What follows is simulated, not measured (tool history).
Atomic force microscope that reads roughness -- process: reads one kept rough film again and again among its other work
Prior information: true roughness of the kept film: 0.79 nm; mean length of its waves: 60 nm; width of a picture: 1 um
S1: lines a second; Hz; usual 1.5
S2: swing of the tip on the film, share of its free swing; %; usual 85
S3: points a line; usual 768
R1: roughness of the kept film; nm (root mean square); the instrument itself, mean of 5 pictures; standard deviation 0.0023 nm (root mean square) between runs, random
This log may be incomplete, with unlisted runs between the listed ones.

{"run": 1, "hour": 0.0, "S1": 1.5, "S2": 85, "S3": 768, "R1": 0.713}
{"run": 2, "hour": 68.8, "S1": 1.5, "S2": 85, "S3": 768, "R1": 0.717}
{"run": 3, "hour": 124.0, "S1": 1.5, "S2": 85, "S3": 768, "R1": 0.713}
{"hour": 136.9, "done": "new tip fitted"}
{"run": 4, "hour": 176.4, "S1": 1.5, "S2": 85, "S3": 768, "R1": 0.712}
{"run": 5, "hour": 234.4, "S1": 1.5, "S2": 85, "S3": 768, "R1": 0.714}
{"run": 6, "hour": 281.1, "S1": 1.5, "S2": 85, "S3": 768, "R1": 0.712}
{"hour": 295.7, "done": "new tip fitted"}
{"run": 7, "hour": 313.6, "S1": 1.5, "S2": 85, "S3": 768, "R1": 0.716}
{"run": 8, "hour": 355.4, "S1": 1.5, "S2": 85, "S3": 768, "R1": 0.714}
{"run": 9, "hour": 399.0, "S1": 1.5, "S2": 85, "S3": 768, "R1": 0.714}
{"run": 10, "hour": 449.8, "S1": 1.5, "S2": 85, "S3": 768, "R1": 0.711}
{"hour": 454.1, "done": "new tip fitted"}
{"run": 11, "hour": 518.3, "S1": 1.5, "S2": 85, "S3": 768, "R1": 0.716}
{"run": 12, "hour": 564.0, "S1": 1.5, "S2": 85, "S3": 768, "R1": 0.716}
{"run": 13, "hour": 600.3, "S1": 1.5, "S2": 85, "S3": 768, "R1": 0.716}
{"hour": 612.4, "done": "new tip fitted"}
{"run": 14, "hour": 647.0, "S1": 1.5, "S2": 85, "S3": 768, "R1": 0.715}
{"run": 15, "hour": 712.4, "S1": 1.5, "S2": 85, "S3": 768, "R1": 0.713}
{"hour": 768.6, "done": "new tip fitted"}
{"run": 16, "hour": 771.0, "S1": 1.5, "S2": 85, "S3": 292, "R1": 0.712}
{"run": 17, "hour": 816.6, "S1": 1.5, "S2": 85, "S3": 292, "R1": 0.71}
{"run": 18, "hour": 885.7, "S1": 1.5, "S2": 85, "S3": 292, "R1": 0.71}
{"hour": 929.6, "done": "new tip fitted"}
{"run": 19, "hour": 929.7, "S1": 1.05, "S2": 85, "S3": 292, "R1": 0.738}
{"run": 20, "hour": 999.8, "S1": 1.05, "S2": 86, "S3": 292, "R1": 0.73}
{"hour": 1036.8, "done": "height scale calibrated on a step standard"}
{"run": 21, "hour": 1047.2, "S1": 1.05, "S2": 86, "S3": 455, "R1": 0.727}
{"run": 22, "hour": 1078.9, "S1": 1.5, "S2": 85, "S3": 768, "R1": 0.713}
{"hour": 1087.0, "done": "new tip fitted"}
{"run": 23, "hour": 1114.3, "S1": 1.5, "S2": 85, "S3": 768, "R1": 0.715}
{"run": 24, "hour": 1181.4, "S1": 1.5, "S2": 85, "S3": 822, "R1": 0.709}
{"hour": 1242.8, "done": "new tip fitted"}
{"run": 25, "hour": 1242.8, "S1": 0.62, "S2": 85, "S3": 768, "R1": 0.752}
{"run": 26, "hour": 1297.4, "S1": 0.62, "S2": 85, "S3": 768, "R1": 0.75}
{"run": 27, "hour": 1371.7, "S1": 0.62, "S2": 85, "S3": 768, "R1": 0.751}
{"hour": 1399.4, "done": "new tip fitted"}
{"run": 28, "hour": 1419.8, "S1": 2.72, "S2": 85, "S3": 768, "R1": 0.663}
{"run": 29, "hour": 1463.1, "S1": 0.71, "S2": 60, "S3": 401, "R1": 0.778}
{"run": 30, "hour": 1493.9, "S1": 1.5, "S2": 72, "S3": 373, "R1": 0.738}
{"hour": 1556.5, "done": "new tip fitted"}
{"run": 31, "hour": 1565.4, "S1": 1.5, "S2": 72, "S3": 373, "R1": 0.742}
{"run": 32, "hour": 1599.8, "S1": 1.5, "S2": 72, "S3": 373, "R1": 0.748}
{"run": 33, "hour": 1644.1, "S1": 2.17, "S2": 84, "S3": 768, "R1": 0.688}
{"run": 34, "hour": 1694.1, "S1": 1.08, "S2": 79, "S3": 941, "R1": 0.741}
{"hour": 1713.8, "done": "new tip fitted"}
{"run": 35, "hour": 1760.4, "S1": 0.58, "S2": 63, "S3": 1005, "R1": 0.78}
{"run": 36, "hour": 1829.0, "S1": 0.58, "S2": 63, "S3": 1005, "R1": 0.776}
{"hour": 1869.7, "done": "new tip fitted"}
{"run": 37, "hour": 1884.4, "S1": 0.58, "S2": 63, "S3": 1005, "R1": 0.776}
{"run": 38, "hour": 1951.0, "S1": 0.58, "S2": 63, "S3": 1005, "R1": 0.776}
{"run": 39, "hour": 2000.2, "S1": 0.58, "S2": 63, "S3": 1005, "R1": 0.779}
{"hour": 2030.6, "done": "new tip fitted"}
{"run": 40, "hour": 2032.8, "S1": 0.58, "S2": 63, "S3": 1005, "R1": 0.773}
{"run": 41, "hour": 2104.5, "S1": 0.75, "S2": 83, "S3": 885, "R1": 0.752}
{"run": 42, "hour": 2148.1, "S1": 0.75, "S2": 83, "S3": 885, "R1": 0.752}
{"hour": 2190.7, "done": "new tip fitted"}
{"run": 43, "hour": 2217.5, "S1": 0.75, "S2": 83, "S3": 885, "R1": 0.753}
{"run": 44, "hour": 2253.1, "S1": 1.06, "S2": 74, "S3": 514, "R1": 0.752}
{"run": 45, "hour": 2314.2, "S1": 1.4, "S2": 59, "S3": 346, "R1": 0.766}
{"run": 46, "hour": 2345.2, "S1": 3.57, "S2": 85, "S3": 585, "R1": 0.633}
{"hour": 2352.3, "done": "new tip fitted"}
{"run": 47, "hour": 2378.2, "S1": 0.71, "S2": 71, "S3": 682, "R1": 0.769}
{"run": 48, "hour": 2422.5, "S1": 1.67, "S2": 74, "S3": 817, "R1": 0.74}
{"run": 49, "hour": 2452.8, "S1": 2.08, "S2": 85, "S3": 768, "R1": 0.689}
{"hour": 2509.7, "done": "new tip fitted"}
{"run": 50, "hour": 2518.0, "S1": 1.45, "S2": 85, "S3": 768, "R1": 0.715}
{"run": 51, "hour": 2558.5, "S1": 1.45, "S2": 85, "S3": 768, "R1": 0.72}

Consider 4 possible next runs. They are alternatives, not a sequence: every one starts from the tool as it was left by run 51. What does each give?
{"run": "A", "hour": 2589.5, "S1": 1.5, "S2": 63, "S3": 448, "R1": "?"}
{"run": "B", "hour": 2589.5, "S1": 1.45, "S2": 85, "S3": 829, "R1": "?"}
{"run": "C", "hour": 2589.5, "S1": 1.45, "S2": 85, "S3": 686, "R1": "?"}
{"run": "D", "hour": 2589.5, "S1": 0.95, "S2": 86, "S3": 700, "R1": "?"}

run=A R1=0.764
run=B R1=0.714
run=C R1=0.717
run=D R1=0.733
The same runs, with their run-to-run variation unchanged, on a tool lacking any hidden condition would have given:
run=A R1=0.764
run=B R1=0.714
run=C R1=0.717
run=D R1=0.732
